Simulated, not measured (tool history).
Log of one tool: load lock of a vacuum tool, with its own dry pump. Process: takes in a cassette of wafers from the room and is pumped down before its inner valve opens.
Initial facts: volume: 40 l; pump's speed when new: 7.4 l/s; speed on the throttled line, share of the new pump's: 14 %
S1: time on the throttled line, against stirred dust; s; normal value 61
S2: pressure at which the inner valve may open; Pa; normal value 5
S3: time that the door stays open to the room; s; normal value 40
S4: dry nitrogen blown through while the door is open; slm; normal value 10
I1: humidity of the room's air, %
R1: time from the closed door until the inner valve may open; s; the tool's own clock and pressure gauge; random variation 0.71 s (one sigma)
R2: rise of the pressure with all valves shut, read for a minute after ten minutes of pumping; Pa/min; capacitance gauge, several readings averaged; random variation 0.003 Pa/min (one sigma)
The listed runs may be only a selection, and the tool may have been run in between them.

{"run": 1, "day": 0.0, "S1": 61, "S2": 5, "S3": 40, "S4": 10, "I1": 46.0, "R1": 110.0, "R2": 0.111}
{"run": 2, "day": 3.438, "S1": 61, "S2": 5, "S3": 40, "S4": 10, "I1": 41.4, "R1": 109.0, "R2": 0.1}
{"run": 3, "day": 6.821, "S1": 61, "S2": 5, "S3": 40, "S4": 10, "I1": 45.3, "R1": 110.0, "R2": 0.106}
{"run": 4, "day": 11.088, "S1": 61, "S2": 5, "S3": 40, "S4": 10, "I1": 44.6, "R1": 110.6, "R2": 0.108}
{"run": 5, "day": 16.0, "S1": 61, "S2": 5, "S3": 40, "S4": 5, "I1": 49.6, "R1": 109.7, "R2": 0.128}
{"run": 6, "day": 20.029, "S1": 61, "S2": 5, "S3": 40, "S4": 5, "I1": 45.4, "R1": 109.4, "R2": 0.128}
{"run": 7, "day": 24.742, "S1": 61, "S2": 9, "S3": 40, "S4": 6, "I1": 46.5, "R1": 105.6, "R2": 0.13}
{"run": 8, "day": 29.138, "S1": 80, "S2": 8, "S3": 69, "S4": 5, "I1": 47.2, "R1": 124.3, "R2": 0.15}
{"run": 9, "day": 32.346, "S1": 80, "S2": 8, "S3": 69, "S4": 5, "I1": 46.4, "R1": 123.7, "R2": 0.156}

Expected results for the next run?
{"run": 10, "day": 36.362, "S1": 80, "S2": 8, "S3": 69, "S4": 5, "I1": 44.1, "R1": "?", "R2": "?"}

Run 10 measured R1 121.9 s, R2 0.149 Pa/min.
If the tool had no hidden condition, the same run with the same run-to-run variation would have returned R1 118.7 s, R2 0.065 Pa/min.
